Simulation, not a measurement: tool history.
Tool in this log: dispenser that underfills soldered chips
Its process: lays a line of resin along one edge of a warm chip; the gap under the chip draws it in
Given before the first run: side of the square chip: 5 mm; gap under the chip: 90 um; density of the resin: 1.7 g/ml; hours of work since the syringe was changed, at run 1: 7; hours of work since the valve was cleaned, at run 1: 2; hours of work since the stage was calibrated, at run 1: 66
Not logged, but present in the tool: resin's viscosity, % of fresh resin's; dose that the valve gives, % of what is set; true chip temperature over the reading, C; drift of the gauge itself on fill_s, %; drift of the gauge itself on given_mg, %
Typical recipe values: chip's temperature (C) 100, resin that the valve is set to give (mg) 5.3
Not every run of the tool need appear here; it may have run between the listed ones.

run	day	chip's temperature (C)	resin that the valve is set to give (mg)	hours of work since the syringe was changed	hours of work since the valve was cleaned	hours of work since the stage was calibrated	time until the resin shows at the far edge (s)	resin that the valve gave (mg)
1	0	100	5.3	7	2	66	7.5	5.33
# day 0.183: new syringe of resin
2	0.212	100	5.3	0	5	69	6	5.26
3	0.354	100	5.3	3	8	72	6.3	5.27
4	0.521	100	5.3	6	11	75	6.6	5.2
# day 0.746: new syringe of resin
5	0.75	95	5.3	0	14	78	6.8	5.27
6	0.858	95	5.3	2	16	80	7.1	5.19
7	1.096	95	5.3	6	20	84	8	5.16
# day 1.317: new syringe of resin
8	1.346	95	6.01	1	24	88	6.3	5.86
9	1.467	100	5.3	3	26	90	6.3	5.21
10	1.621	100	5.3	5	29	93	6.9	5.18
11	1.829	100	5.3	9	33	96	7	5.16
# day 1.875: new syringe of resin
12	1.992	100	6.42	2	35	99	6.1	6.18
13	2.121	100	6.42	4	37	101	6.2	6.26
14	2.3	101	4.9	7	40	104	7.1	4.76
# day 2.45: new syringe of resin
15	2.471	101	4.9	0	43	107	5.2	4.7
16	2.604	111	4.9	3	45	109	3.7	4.62
17	2.829	103	4.94	6	49	113	6.3	4.66
# day 3.017: new syringe of resin
18	3.05	93	5.22	1	53	116	7.1	4.99
19	3.204	94	4.95	3	55	119	8	4.84
20	3.383	87	6.05	6	58	122	10.3	5.79
21	3.521	87	6.05	9	61	125	11.9	5.81
# day 3.592: new syringe of resin
22	3.7	110	6.09	2	64	127	4	5.79
23	3.938	110	6.09	6	68	131	4.3	5.67
24	4.079	108	4.92	8	70	134	5.4	4.59
# day 4.162: new syringe of resin
25	4.233	108	4.92	1	72	136	4.3	4.64
26	4.45	107	5.44	5	76	140	4.9	5.1

Each row is a separate what-if for the run after 26, all from the same tool condition, not one after another. Results?
A	4.558	100	5.15	7	78	142	?	?
B	4.558	97	5.34	7	78	142	?	?
C	4.558	98	5.3	7	78	142	?	?

run	time until the resin shows at the far edge (s)	resin that the valve gave (mg)
A	6.3	4.91
B	7.6	5.01
C	7.6	4.96
Without the tool's unlogged condition, the same runs would have read:
run	time until the resin shows at the far edge (s)	resin that the valve gave (mg)
A	5.2	5.25
B	6.4	5.37
C	6.5	5.32

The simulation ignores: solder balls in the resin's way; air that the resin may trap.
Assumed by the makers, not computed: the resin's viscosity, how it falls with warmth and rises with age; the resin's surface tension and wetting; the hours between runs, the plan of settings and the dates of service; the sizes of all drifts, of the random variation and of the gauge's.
